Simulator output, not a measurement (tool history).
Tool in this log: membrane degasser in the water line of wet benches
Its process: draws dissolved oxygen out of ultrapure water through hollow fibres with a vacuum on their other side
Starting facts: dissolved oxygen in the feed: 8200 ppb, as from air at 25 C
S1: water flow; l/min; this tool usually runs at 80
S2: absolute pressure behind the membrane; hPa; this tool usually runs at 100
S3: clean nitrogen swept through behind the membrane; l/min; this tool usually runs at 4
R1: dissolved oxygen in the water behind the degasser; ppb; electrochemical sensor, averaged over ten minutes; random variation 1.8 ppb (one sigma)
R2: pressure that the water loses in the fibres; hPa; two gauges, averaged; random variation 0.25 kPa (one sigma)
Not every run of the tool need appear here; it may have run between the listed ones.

run	day	S1	S2	S3	R1	R2
1	0	80	100	4	336.2	685.9
2	11.796	80	100	4	337.4	687
3	18.654	80	100	4	335.5	684.3
4	25.433	80	100	4	337.8	683.1
5	34.638	80	100	4	337.5	687.9
6	47.838	80	100	5.34	269.3	687.5
7	60.258	80	82	4	262.6	689.8
8	71.179	80	82	4	262.7	689.6
9	82.258	80	82	4	266	691.5
10	93.588	80	82	4	264.9	690.9
11	104	80	82	4	262.4	690.6
12	110.475	109	186	7.22	585.6	946.1
13	116.467	109	186	7.22	580.5	947.8
14	129.617	109	103	9.99	262.9	943.3
# day 135.775: vacuum gauge calibrated
15	137.925	58	64	4	122.8	504.8
16	149.521	48	210	5.95	339.4	420
17	157.967	59	100	6.55	162.9	512.3
18	166.958	80	111	4	378.2	698.8
19	180.204	96	104	7.04	284.7	841.5

Each row is a separate what-if for the run after 19, all from the same tool condition, not one after another. Results?
A	187.383	71	145	4	?	?
B	187.383	48	103	2.17	?	?
C	187.383	73	100	4	?	?
D	187.383	65	120	1.77	?	?
E	187.383	85	146	4	?	?

run	R1	R2
A	465.8	625.8
B	346.5	424.4
C	306.4	642
D	645.7	564.9
E	553.4	743.3
With no hidden state in the tool, these same runs would have given:
run	R1	R2
A	453.6	588.2
B	339.2	398.9
C	293.9	603.2
D	634.7	530.6
E	537.7	698.5
